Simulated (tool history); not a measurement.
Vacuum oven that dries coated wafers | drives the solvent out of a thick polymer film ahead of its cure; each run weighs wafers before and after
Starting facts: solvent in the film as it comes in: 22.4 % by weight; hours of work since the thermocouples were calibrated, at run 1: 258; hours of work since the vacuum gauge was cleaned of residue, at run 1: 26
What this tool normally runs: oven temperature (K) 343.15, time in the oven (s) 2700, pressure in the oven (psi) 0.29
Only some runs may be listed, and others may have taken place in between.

run,hour,oven temperature (K),time in the oven (s),pressure in the oven (psi),hours of work since the thermocouples were calibrated,hours of work since the vacuum gauge was cleaned of residue,solvent left in the film (%)
1,0,343.15,2700,0.29,258,26,5
2,20.2,343.15,2700,0.29,273,40,5
3,37.6,343.15,2700,0.29,285,52,4.99
4,59.5,343.15,2700,0.29,301,68,5.03
5,70.1,343.15,2700,0.29,308,76,5.09
6,88.7,343.15,2700,0.29,321,89,4.96
7,103.3,343.15,2820,0.29,332,99,4.88
8,122.8,343.15,2700,0.29,346,113,4.99
9,143.2,345.15,4020,0.442,360,128,3.53
10,155.7,337.15,4020,0.434,369,137,5.73
11,166.6,337.15,2460,0.29,377,144,7.54
12,181.1,343.15,1680,0.29,387,155,7.96
13,201.4,345.15,3960,0.207,402,169,2.47
14,215.8,343.15,4020,0.896,412,179,6.26
15,235.5,337.15,3240,0.307,426,193,6.03

What would each run have given without the hidden state, its run-to-run variation left as it was?
Hidden state present: true wafer temperature over the reading, C; true pressure over the reading, kPa; drift of the gauge itself on solvent_pct, %.
run,solvent left in the film (%)
1,4.83
2,4.81
3,4.8
4,4.82
5,4.87
6,4.74
7,4.65
8,4.75
9,3.33
10,5.44
11,7.24
12,7.66
13,2.28
14,5.94
15,5.69
